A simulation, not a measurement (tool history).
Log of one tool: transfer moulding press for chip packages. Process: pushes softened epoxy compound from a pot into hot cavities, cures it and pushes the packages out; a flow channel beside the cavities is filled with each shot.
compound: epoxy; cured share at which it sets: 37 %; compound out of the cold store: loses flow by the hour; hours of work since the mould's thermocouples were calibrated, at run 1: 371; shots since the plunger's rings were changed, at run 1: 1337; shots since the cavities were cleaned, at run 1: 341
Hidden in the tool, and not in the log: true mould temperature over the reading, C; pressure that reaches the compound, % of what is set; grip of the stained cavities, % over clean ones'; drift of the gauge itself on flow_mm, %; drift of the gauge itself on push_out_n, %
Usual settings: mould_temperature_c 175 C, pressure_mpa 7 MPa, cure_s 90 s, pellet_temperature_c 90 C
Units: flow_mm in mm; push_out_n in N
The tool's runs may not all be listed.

run,hour,mould_temperature_c,pressure_mpa,cure_s,pellet_temperature_c,hours of work since the mould's thermocouples were calibrated,shots since the plunger's rings were changed,shots since the cavities were cleaned,incoming compound's hours out of the cold store,flow_mm,push_out_n
1,0,175,7,90,90,371,1337,341,45.8,734,367
# hour 10: cavities cleaned with cleaning compound and waxed
2,32.5,175,7.22,90,90,390,1743,294,21.4,804,379
# hour 45.8: cavities cleaned with cleaning compound and waxed
3,54.5,175,7,90,90,403,2013,115,26.9,780,349
4,78.3,175,7,90,90,418,2325,427,35.8,748,394
# hour 82.7: cavities cleaned with cleaning compound and waxed
5,108.9,175,7,74,90,436,2706,343,19.8,793,528
# hour 119: cavities cleaned with cleaning compound and waxed
6,130,175,7,74,90,449,2963,144,47.2,717,453
# hour 155.1: cavities cleaned with cleaning compound and waxed
7,156.7,175,7,74,90,464,3294,21,17.9,793,444
8,172.7,175,7,74,90,474,3504,231,18.9,793,510
9,187.8,175,7,115,90,484,3702,429,25.2,772,378
# hour 192.3: cavities cleaned with cleaning compound and waxed
10,212.1,170,6.15,128,92,498,4000,259,23.3,739,350
# hour 229.2: cavities cleaned with cleaning compound and waxed
11,241.5,167,6.16,100,80,516,4367,162,13.3,777,471
# hour 265.3: cavities cleaned with cleaning compound and waxed
12,268.3,181,7,95,90,532,4698,39,42,709,301
13,291.6,179,6.9,84,96,546,5004,345,42,703,378
# hour 301.4: cavities cleaned with cleaning compound and waxed
# hour 319.3: plunger's sealing rings changed
14,322.1,179,6.9,84,96,563,37,238,15.7,809,364
# hour 339.1: cavities cleaned with cleaning compound and waxed
15,352.2,179,6.9,84,96,581,411,170,22.6,784,348

5 ways to go on from here, each from the tool as it stands after run 15. What would each give?
# hour 376.5: cavities cleaned with cleaning compound and waxed
A,384.8,182,6.9,112,97,600,820,109,47.4,?,?
# hour 376.5: cavities cleaned with cleaning compound and waxed
B,384.8,179,6.46,79,88,600,820,109,27.1,?,?
# hour 376.5: cavities cleaned with cleaning compound and waxed
C,384.8,176,6.9,124,86,600,820,109,33.1,?,?
# hour 376.5: cavities cleaned with cleaning compound and waxed
D,384.8,175,6.15,91,81,600,820,109,15.1,?,?
# hour 376.5: cavities cleaned with cleaning compound and waxed
E,384.8,175,7,92,90,600,820,109,27.3,?,?

run,flow_mm,push_out_n
A,720,317
B,744,354
C,761,317
D,765,353
E,782,342
Without the tool's hidden state the same runs would have given:
run,flow_mm,push_out_n
A,727,288
B,751,317
C,768,288
D,772,315
E,789,307

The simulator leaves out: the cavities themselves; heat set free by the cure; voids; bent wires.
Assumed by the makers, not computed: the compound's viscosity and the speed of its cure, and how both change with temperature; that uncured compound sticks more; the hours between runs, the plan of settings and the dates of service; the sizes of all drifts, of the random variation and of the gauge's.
